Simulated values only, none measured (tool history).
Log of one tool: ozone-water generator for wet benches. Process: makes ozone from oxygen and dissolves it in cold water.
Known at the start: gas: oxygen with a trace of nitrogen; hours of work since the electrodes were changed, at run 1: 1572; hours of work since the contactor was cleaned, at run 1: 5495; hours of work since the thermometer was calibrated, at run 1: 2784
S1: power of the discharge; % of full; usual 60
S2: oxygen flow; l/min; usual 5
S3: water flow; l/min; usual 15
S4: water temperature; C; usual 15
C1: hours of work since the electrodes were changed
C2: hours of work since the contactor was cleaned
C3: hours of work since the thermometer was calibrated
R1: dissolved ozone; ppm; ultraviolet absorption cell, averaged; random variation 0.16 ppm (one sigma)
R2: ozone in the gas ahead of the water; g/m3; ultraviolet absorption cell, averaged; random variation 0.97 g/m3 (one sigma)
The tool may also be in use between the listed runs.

| run | hour | S1 | S2 | S3 | S4 | C1 | C2 | C3 | R1 | R2 |
|---|---|---|---|---|---|---|---|---|---|---|
| 1 | 0 | 60 | 5 | 15 | 15 | 1572 | 5495 | 2784 | 20.6 | 167.4 |
| 2 | 24.4 | 60 | 5 | 15 | 15 | 1590 | 5513 | 2801 | 20.2 | 166.8 |
| 3 | 48.9 | 60 | 5 | 15 | 15 | 1607 | 5530 | 2819 | 20.4 | 166.9 |
| 4 | 94.4 | 60 | 5 | 15 | 15 | 1640 | 5563 | 2851 | 20.1 | 167.3 |
| 5 | 122.1 | 96 | 5 | 15 | 15 | 1660 | 5583 | 2871 | 30.8 | 253.4 |
| 6 | 176 | 96 | 5 | 15 | 15 | 1698 | 5621 | 2910 | 30.3 | 253 |
| 7 | 209.5 | 60 | 7.24 | 15 | 15 | 1723 | 5646 | 2934 | 20.3 | 139.5 |
| 8 | 239.7 | 60 | 5 | 15 | 15 | 1744 | 5667 | 2956 | 20.4 | 166.4 |
| 9 | 291 | 60 | 5 | 15 | 15 | 1781 | 5704 | 2993 | 20.3 | 167.7 |
| 10 | 324.7 | 60 | 5 | 15 | 15 | 1805 | 5728 | 3017 | 20.2 | 168.4 |
| 11 | 368 | 60 | 5 | 15 | 15 | 1836 | 5759 | 3048 | 20.2 | 167.9 |
| 12 | 402.9 | 60 | 8.27 | 21 | 15 | 1861 | 5784 | 3073 | 16 | 131.3 |
| 13 | 449.9 | 60 | 8.27 | 21 | 15 | 1895 | 5818 | 3106 | 16 | 131.9 |
| 14 | 488.9 | 60 | 8.27 | 21 | 15 | 1923 | 5846 | 3134 | 16.1 | 132.2 |
| 15 | 545.7 | 60 | 2.55 | 12 | 18 | 1964 | 5887 | 3175 | 21.8 | 232.9 |
| 16 | 582.3 | 55 | 5.67 | 12 | 18 | 1990 | 5913 | 3201 | 20.5 | 145.4 |
| 17 | 608.5 | 92 | 5.67 | 12 | 9 | 2009 | 5932 | 3220 | 37.9 | 229.2 |
| 18 | 659.9 | 92 | 3.22 | 22 | 12 | 2046 | 5969 | 3257 | 20.8 | 298.3 |
| 19 | 707 | 60 | 5 | 18 | 15 | 2079 | 6002 | 3291 | 18 | 168.8 |
| 20 | 766 | 60 | 5 | 18 | 15 | 2122 | 6045 | 3333 | 17.8 | 167.7 |
| 21 | 801.4 | 56 | 2.95 | 22 | 7 | 2147 | 6070 | 3359 | 13.7 | 204.1 |
| 22 | 854.4 | 68 | 2.84 | 16 | 15 | 2185 | 6108 | 3397 | 20.2 | 244 |

Forecast each of these 4 alternatives for the next run:
| A | 909.3 | 60 | 5 | 24 | 15 | 2225 | 6148 | 3436 | ? | ? |
| B | 909.3 | 94 | 5 | 15 | 17 | 2225 | 6148 | 3436 | ? | ? |
| C | 909.3 | 48 | 2.84 | 16 | 17 | 2225 | 6148 | 3436 | ? | ? |
| D | 909.3 | 59 | 5 | 15 | 15 | 2225 | 6148 | 3436 | ? | ? |

| run | R1 | R2 |
|---|---|---|
| A | 14 | 166.2 |
| B | 29.3 | 247.6 |
| C | 14.3 | 180.6 |
| D | 20.2 | 165 |
Without the tool's hidden state the same runs would have given:
| run | R1 | R2 |
|---|---|---|
| A | 14 | 166.3 |
| B | 29.3 | 247.8 |
| C | 14.3 | 180.6 |
| D | 20.2 | 165.1 |

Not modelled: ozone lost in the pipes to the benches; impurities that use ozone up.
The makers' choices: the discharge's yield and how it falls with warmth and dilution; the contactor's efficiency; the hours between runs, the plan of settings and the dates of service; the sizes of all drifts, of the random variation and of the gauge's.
